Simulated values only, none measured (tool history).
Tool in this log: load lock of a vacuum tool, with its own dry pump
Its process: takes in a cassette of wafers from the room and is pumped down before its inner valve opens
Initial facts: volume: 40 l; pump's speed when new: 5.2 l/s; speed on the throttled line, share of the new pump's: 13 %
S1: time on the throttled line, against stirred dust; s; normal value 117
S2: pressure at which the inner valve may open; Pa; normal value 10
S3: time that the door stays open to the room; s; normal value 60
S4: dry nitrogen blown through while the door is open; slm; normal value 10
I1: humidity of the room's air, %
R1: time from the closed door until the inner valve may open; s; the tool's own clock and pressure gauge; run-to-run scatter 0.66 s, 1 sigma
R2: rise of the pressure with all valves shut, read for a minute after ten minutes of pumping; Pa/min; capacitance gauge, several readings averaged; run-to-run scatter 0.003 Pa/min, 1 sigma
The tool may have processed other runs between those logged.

{"run": 1, "day": 0.0, "S1": 117, "S2": 10, "S3": 60, "S4": 10, "I1": 43.0, "R1": 179.2, "R2": 0.165}
{"run": 2, "day": 15.383, "S1": 117, "S2": 10, "S3": 60, "S4": 10, "I1": 43.7, "R1": 177.9, "R2": 0.177}
{"run": 3, "day": 27.192, "S1": 117, "S2": 10, "S3": 60, "S4": 10, "I1": 42.0, "R1": 180.2, "R2": 0.176}
{"run": 4, "day": 35.812, "S1": 117, "S2": 10, "S3": 60, "S4": 10, "I1": 46.8, "R1": 179.1, "R2": 0.188}
{"run": 5, "day": 46.138, "S1": 117, "S2": 10, "S3": 60, "S4": 10, "I1": 43.6, "R1": 179.1, "R2": 0.203}
{"run": 6, "day": 59.012, "S1": 117, "S2": 10, "S3": 62, "S4": 10, "I1": 46.8, "R1": 180.2, "R2": 0.206}
{"run": 7, "day": 75.838, "S1": 117, "S2": 17, "S3": 27, "S4": 12, "I1": 43.9, "R1": 174.5, "R2": 0.199}
{"run": 8, "day": 85.196, "S1": 117, "S2": 10, "S3": 60, "S4": 5, "I1": 45.9, "R1": 178.6, "R2": 0.229}
{"run": 9, "day": 96.2, "S1": 63, "S2": 16, "S3": 60, "S4": 34, "I1": 45.0, "R1": 129.1, "R2": 0.208}
{"run": 10, "day": 105.733, "S1": 100, "S2": 9, "S3": 155, "S4": 31, "I1": 46.6, "R1": 165.6, "R2": 0.246}
{"run": 11, "day": 113.612, "S1": 209, "S2": 9, "S3": 198, "S4": 8, "I1": 43.4, "R1": 258.5, "R2": 0.306}
{"run": 12, "day": 127.583, "S1": 117, "S2": 16, "S3": 60, "S4": 10, "I1": 44.5, "R1": 175.7, "R2": 0.26}

Below are 5 alternative next runs, each starting from the tool's condition after run 12. Predict each:
{"run": "A", "day": 142.35, "S1": 117, "S2": 12, "S3": 34, "S4": 9, "I1": 44.0, "R1": "?", "R2": "?"}
{"run": "B", "day": 142.35, "S1": 60, "S2": 16, "S3": 60, "S4": 7, "I1": 46.6, "R1": "?", "R2": "?"}
{"run": "C", "day": 142.35, "S1": 171, "S2": 10, "S3": 47, "S4": 10, "I1": 46.7, "R1": "?", "R2": "?"}
{"run": "D", "day": 142.35, "S1": 161, "S2": 9, "S3": 140, "S4": 10, "I1": 44.3, "R1": "?", "R2": "?"}
{"run": "E", "day": 142.35, "S1": 157, "S2": 10, "S3": 60, "S4": 10, "I1": 46.6, "R1": "?", "R2": "?"}

run=A R1=178.8 R2=0.253
run=B R1=126.1 R2=0.268
run=C R1=227.0 R2=0.257
run=D R1=218.0 R2=0.310
run=E R1=214.6 R2=0.270
Without the tool's unlogged condition, the same runs would have read:
run=A R1=172.6 R2=0.035
run=B R1=119.5 R2=0.052
run=C R1=221.3 R2=0.040
run=D R1=212.2 R2=0.090
run=E R1=208.8 R2=0.048
